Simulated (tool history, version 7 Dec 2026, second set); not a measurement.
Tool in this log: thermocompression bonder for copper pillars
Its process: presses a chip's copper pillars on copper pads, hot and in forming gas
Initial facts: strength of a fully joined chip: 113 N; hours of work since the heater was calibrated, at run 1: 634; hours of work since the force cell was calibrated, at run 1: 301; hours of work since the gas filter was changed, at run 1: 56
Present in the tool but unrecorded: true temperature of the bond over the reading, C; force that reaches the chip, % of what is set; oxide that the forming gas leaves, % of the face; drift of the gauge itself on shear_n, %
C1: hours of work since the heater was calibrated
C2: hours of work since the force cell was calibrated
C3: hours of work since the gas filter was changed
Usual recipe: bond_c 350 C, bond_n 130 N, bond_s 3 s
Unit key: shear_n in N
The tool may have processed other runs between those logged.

{"run": 1, "hour": 0.0, "bond_c": 350, "bond_n": 130, "bond_s": 3, "C1": 634, "C2": 301, "C3": 56, "shear_n": 46.3}
{"run": 2, "hour": 17.5, "bond_c": 350, "bond_n": 130, "bond_s": 3, "C1": 645, "C2": 313, "C3": 67, "shear_n": 46.4}
{"run": 3, "hour": 41.7, "bond_c": 350, "bond_n": 130, "bond_s": 3, "C1": 660, "C2": 328, "C3": 82, "shear_n": 46.4}
{"run": 4, "hour": 57.2, "bond_c": 350, "bond_n": 130, "bond_s": 3, "C1": 670, "C2": 338, "C3": 92, "shear_n": 46.2}
{"run": 5, "hour": 74.7, "bond_c": 350, "bond_n": 130, "bond_s": 3, "C1": 681, "C2": 349, "C3": 103, "shear_n": 45.7}
{"run": 6, "hour": 86.0, "bond_c": 350, "bond_n": 130, "bond_s": 3, "C1": 688, "C2": 356, "C3": 110, "shear_n": 46}
{"run": 7, "hour": 103.0, "bond_c": 350, "bond_n": 130, "bond_s": 3, "C1": 699, "C2": 367, "C3": 121, "shear_n": 45.6}
{"run": 8, "hour": 123.5, "bond_c": 350, "bond_n": 130, "bond_s": 3, "C1": 712, "C2": 379, "C3": 133, "shear_n": 45.6}
{"run": 9, "hour": 150.1, "bond_c": 349, "bond_n": 130, "bond_s": 3, "C1": 729, "C2": 396, "C3": 150, "shear_n": 45.7}
{"run": 10, "hour": 164.5, "bond_c": 349, "bond_n": 130, "bond_s": 3, "C1": 738, "C2": 405, "C3": 159, "shear_n": 45.4}
{"run": 11, "hour": 182.9, "bond_c": 334, "bond_n": 159, "bond_s": 5, "C1": 749, "C2": 417, "C3": 171, "shear_n": 57.3}
{"run": 12, "hour": 199.7, "bond_c": 350, "bond_n": 95, "bond_s": 2, "C1": 760, "C2": 428, "C3": 182, "shear_n": 28.4}
{"run": 13, "hour": 211.2, "bond_c": 367, "bond_n": 104, "bond_s": 2, "C1": 767, "C2": 435, "C3": 189, "shear_n": 36.4}
{"run": 14, "hour": 237.0, "bond_c": 323, "bond_n": 135, "bond_s": 2, "C1": 784, "C2": 451, "C3": 205, "shear_n": 31.8}
{"run": 15, "hour": 253.0, "bond_c": 323, "bond_n": 150, "bond_s": 2, "C1": 794, "C2": 461, "C3": 215, "shear_n": 35.1}
{"run": 16, "hour": 270.3, "bond_c": 334, "bond_n": 125, "bond_s": 7, "C1": 805, "C2": 472, "C3": 226, "shear_n": 52.1}
{"run": 17, "hour": 293.8, "bond_c": 341, "bond_n": 162, "bond_s": 2, "C1": 819, "C2": 487, "C3": 241, "shear_n": 44.2}
{"run": 18, "hour": 318.7, "bond_c": 341, "bond_n": 144, "bond_s": 3, "C1": 835, "C2": 503, "C3": 257, "shear_n": 46.5}

Here are 3 independent what-if runs from the current tool condition. What would each one return?
{"run": "A", "hour": 330.4, "bond_c": 375, "bond_n": 158, "bond_s": 3, "C1": 843, "C2": 510, "C3": 264, "shear_n": "?"}
{"run": "B", "hour": 330.4, "bond_c": 333, "bond_n": 82, "bond_s": 7, "C1": 843, "C2": 510, "C3": 264, "shear_n": "?"}
{"run": "C", "hour": 330.4, "bond_c": 355, "bond_n": 79, "bond_s": 7, "C1": 843, "C2": 510, "C3": 264, "shear_n": "?"}

run=A shear_n=62.6
run=B shear_n=35
run=C shear_n=40.9
With no hidden state in the tool, these same runs would have given:
run=A shear_n=62.1
run=B shear_n=33.5
run=C shear_n=39.6

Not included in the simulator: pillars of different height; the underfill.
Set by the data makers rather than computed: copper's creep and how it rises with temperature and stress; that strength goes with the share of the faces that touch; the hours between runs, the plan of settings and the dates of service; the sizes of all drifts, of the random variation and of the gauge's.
